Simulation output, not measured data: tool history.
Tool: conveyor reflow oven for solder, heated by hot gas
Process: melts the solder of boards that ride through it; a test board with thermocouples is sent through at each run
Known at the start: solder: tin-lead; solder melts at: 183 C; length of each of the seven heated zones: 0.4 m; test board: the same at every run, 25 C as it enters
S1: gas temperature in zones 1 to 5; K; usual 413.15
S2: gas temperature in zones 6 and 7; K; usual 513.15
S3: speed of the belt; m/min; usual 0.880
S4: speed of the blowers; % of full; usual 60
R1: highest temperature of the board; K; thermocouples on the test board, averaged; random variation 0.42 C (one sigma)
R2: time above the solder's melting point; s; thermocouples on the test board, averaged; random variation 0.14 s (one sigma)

run	hour	S1	S2	S3	S4	R1	R2
1	0.0	413.15	513.15	0.880	60	493.85	43.2
# hour 17.2: flux residue cleaned out of gas plates and filters
2	42.5	413.15	513.15	0.880	60	495.55	44.4
3	126.5	413.15	513.15	0.892	60	495.45	43.3
4	179.6	413.15	513.15	0.892	60	494.45	43.4
5	254.7	413.15	513.15	0.892	60	495.05	43.1
6	330.2	413.15	513.15	0.892	60	494.85	43.1
7	367.2	413.15	519.15	0.892	60	500.45	45.3
8	434.2	424.15	513.15	0.880	60	496.45	47.9
9	494.5	424.15	513.15	0.880	60	496.15	47.8
10	534.9	421.15	513.15	0.880	60	496.05	46.6
11	611.7	421.15	513.15	0.880	60	495.85	46.5
12	669.7	421.15	513.15	0.880	60	494.85	46.6
# hour 715.6: thermocouples of zones 6 and 7 changed
13	759.8	421.15	513.15	0.880	60	496.85	47.0
# hour 795.5: flux residue cleaned out of gas plates and filters
14	843.0	413.15	513.15	0.880	60	496.85	45.0
15	928.2	413.15	513.15	0.880	60	497.05	45.3
16	999.9	413.15	524.15	1.038	60	499.75	39.4
17	1079.2	418.15	503.15	0.780	53	490.45	49.4
18	1129.9	418.15	514.15	0.700	53	502.65	62.4
19	1177.3	418.15	514.15	0.700	53	502.45	62.3
20	1230.9	421.15	515.15	0.904	62	497.85	47.0
# hour 1258.2: belt drive overhauled, speed set with a stopwatch
21	1319.3	421.15	515.15	0.904	62	497.75	45.8
22	1356.6	407.15	524.15	0.904	58	502.05	44.2
23	1445.2	427.15	524.15	0.880	60	506.75	52.5
24	1499.7	419.15	512.15	0.926	75	495.75	43.5
25	1558.9	419.15	512.15	0.926	75	495.75	43.5

The next listed run, before its measurement:
# hour 1577.8: flux residue cleaned out of gas plates and filters
26	1644.6	419.15	512.15	0.926	75	?	?

Run 26 gave R1 497.25 K, R2 44.6 s.
Without the tool's hidden state the same run would have given R1 498.35 K, R2 44.8 s.
